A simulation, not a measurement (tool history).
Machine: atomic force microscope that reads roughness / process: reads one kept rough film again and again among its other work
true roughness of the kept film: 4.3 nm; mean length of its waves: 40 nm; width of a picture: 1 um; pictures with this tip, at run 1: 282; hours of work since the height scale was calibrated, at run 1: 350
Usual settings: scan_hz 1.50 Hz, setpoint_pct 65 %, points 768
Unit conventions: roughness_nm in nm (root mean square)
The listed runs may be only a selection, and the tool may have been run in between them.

run	hour	scan_hz	setpoint_pct	points	pictures with this tip	hours of work since the height scale was calibrated	roughness_nm
1	0.0	1.50	65	768	282	350	3.983
2	10.8	0.66	65	768	303	357	4.030
3	20.7	0.66	65	768	321	364	4.059
4	28.6	0.71	65	768	336	369	4.045
# hour 40.9: new tip fitted
5	40.9	0.71	65	768	0	376	4.011
6	51.0	1.50	65	322	19	383	3.977
7	59.9	1.50	65	322	36	389	3.947
8	68.2	1.50	65	322	52	394	3.971
9	82.4	1.50	65	322	78	403	3.966
10	93.0	1.50	65	322	99	410	3.966
11	106.7	1.50	65	322	125	419	3.960
12	115.5	1.50	65	768	141	425	4.001
13	127.3	2.79	85	835	164	433	3.592
14	134.6	2.77	72	339	177	438	3.809
15	144.2	0.70	56	1013	196	444	4.032
16	158.5	0.67	82	293	223	453	3.911
17	173.0	1.20	82	403	250	463	3.847
18	184.7	3.13	82	1004	272	470	3.593
19	194.4	1.19	75	844	291	476	3.934
20	208.9	1.39	69	844	318	486	3.937
21	216.9	0.99	59	384	334	491	3.987
22	229.8	0.99	59	384	358	500	4.009
# hour 231.4: new tip fitted
23	236.5	0.99	59	384	10	504	4.010

Describe how what the log doesn't record of the tool's condition differs between the last listed run preceding each entry between runs and the first listed run following it.
Logged between run 4 and run 5: new tip fitted (hour 40.9)
  radius of the tip, nm: 5.2 -> 5
Logged between run 22 and run 23: new tip fitted (hour 231.4)
  radius of the tip, nm: 5.2 -> 5
